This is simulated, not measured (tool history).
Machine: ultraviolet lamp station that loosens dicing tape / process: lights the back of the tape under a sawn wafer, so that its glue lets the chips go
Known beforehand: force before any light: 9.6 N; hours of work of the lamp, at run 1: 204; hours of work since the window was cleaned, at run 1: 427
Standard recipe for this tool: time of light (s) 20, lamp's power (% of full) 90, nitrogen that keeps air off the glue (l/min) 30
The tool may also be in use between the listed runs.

| run | hour | time of light (s) | lamp's power (% of full) | nitrogen that keeps air off the glue (l/min) | hours of work of the lamp | hours of work since the window was cleaned | force that peels the tape off (N) | light that reached the tape (J/m2) |
|---|---|---|---|---|---|---|---|---|
| 1 | 0.0 | 20 | 90 | 30 | 204 | 427 | 0.324 | 4290 |
| 2 | 11.7 | 20 | 90 | 30 | 212 | 435 | 0.331 | 4340 |
| 3 | 27.6 | 20 | 90 | 30 | 224 | 446 | 0.326 | 4230 |
| 4 | 41.5 | 20 | 90 | 30 | 233 | 456 | 0.342 | 4280 |
| 5 | 60.0 | 22 | 90 | 30 | 246 | 469 | 0.271 | 4650 |
| 6 | 72.7 | 22 | 90 | 30 | 255 | 477 | 0.272 | 4620 |
| 7 | 80.9 | 20 | 88 | 30 | 261 | 483 | 0.389 | 4070 |
| 8 | 94.7 | 20 | 88 | 30 | 270 | 493 | 0.380 | 4060 |
| 9 | 113.8 | 20 | 90 | 55 | 284 | 506 | 0.225 | 4130 |
| 10 | 121.8 | 20 | 90 | 30 | 289 | 512 | 0.370 | 4080 |
| 11 | 138.7 | 20 | 90 | 30 | 301 | 523 | 0.378 | 4070 |
| 12 | 157.0 | 20 | 90 | 30 | 314 | 536 | 0.394 | 4000 |
|  | 166.6 | window cleaned of glue's vapour |
| 13 | 173.8 | 20 | 90 | 30 | 325 | 5 | 0.274 | 4500 |
| 14 | 193.7 | 20 | 90 | 30 | 339 | 19 | 0.287 | 4520 |
| 15 | 207.1 | 20 | 90 | 51 | 348 | 28 | 0.189 | 4460 |
| 16 | 220.7 | 20 | 90 | 21 | 358 | 38 | 0.430 | 4470 |
| 17 | 229.0 | 20 | 90 | 21 | 363 | 43 | 0.439 | 4410 |
| 18 | 247.7 | 20 | 90 | 21 | 376 | 56 | 0.416 | 4420 |
| 19 | 260.3 | 20 | 90 | 21 | 385 | 65 | 0.452 | 4370 |
| 20 | 279.8 | 20 | 69 | 30 | 399 | 79 | 0.672 | 3330 |
| 21 | 291.5 | 20 | 69 | 30 | 407 | 87 | 0.635 | 3310 |
| 22 | 309.0 | 20 | 69 | 30 | 419 | 99 | 0.659 | 3290 |
| 23 | 318.5 | 35 | 94 | 51 | 426 | 106 | 0.079 | 7850 |
| 24 | 330.4 | 35 | 94 | 51 | 434 | 114 | 0.067 | 7790 |
| 25 | 340.4 | 35 | 94 | 51 | 441 | 121 | 0.075 | 7750 |
| 26 | 354.9 | 21 | 81 | 38 | 451 | 131 | 0.341 | 3990 |
| 27 | 371.4 | 20 | 85 | 14 | 462 | 142 | 0.868 | 3920 |
| 28 | 387.6 | 12 | 64 | 14 | 474 | 154 | 3.068 | 1770 |
| 29 | 402.8 | 24 | 79 | 13 | 484 | 164 | 0.721 | 4330 |
| 30 | 415.6 | 24 | 79 | 9 | 493 | 173 | 0.928 | 4280 |
| 31 | 434.6 | 20 | 83 | 38 | 506 | 186 | 0.421 | 3790 |
| 32 | 453.1 | 20 | 83 | 38 | 519 | 199 | 0.407 | 3720 |
| 33 | 466.5 | 20 | 83 | 42 | 529 | 209 | 0.369 | 3720 |
| 34 | 479.0 | 12 | 88 | 26 | 537 | 217 | 1.541 | 2330 |
| 35 | 494.7 | 12 | 95 | 10 | 548 | 228 | 2.353 | 2480 |
| 36 | 505.2 | 12 | 95 | 10 | 556 | 236 | 2.415 | 2510 |
| 37 | 524.9 | 27 | 74 | 9 | 569 | 249 | 0.997 | 4330 |
| 38 | 534.9 | 35 | 70 | 58 | 576 | 256 | 0.121 | 5330 |
| 39 | 543.3 | 35 | 70 | 58 | 582 | 262 | 0.111 | 5310 |
| 40 | 561.7 | 35 | 70 | 58 | 595 | 275 | 0.123 | 5240 |
| 41 | 579.2 | 35 | 70 | 58 | 607 | 287 | 0.115 | 5240 |
| 42 | 591.9 | 35 | 77 | 58 | 616 | 296 | 0.104 | 5680 |
| 43 | 608.0 | 16 | 90 | 14 | 627 | 307 | 1.461 | 3000 |

Hidden condition of the tool, last listed run before each entry between runs versus first listed run after:
In the gap between runs 12 and 13: window cleaned of glue's vapour (hour 166.6)
  lamp's light, % of a new lamp's: 89.3 -> 88.9; light that the window lets through, % of a clean one's: 88.1 -> 99.7
  what was measured, less what the result would be without the hidden state, force that peels the tape off (N): +0.193 -> +0.081; light that reached the tape (J/m2): -1090 -> -580
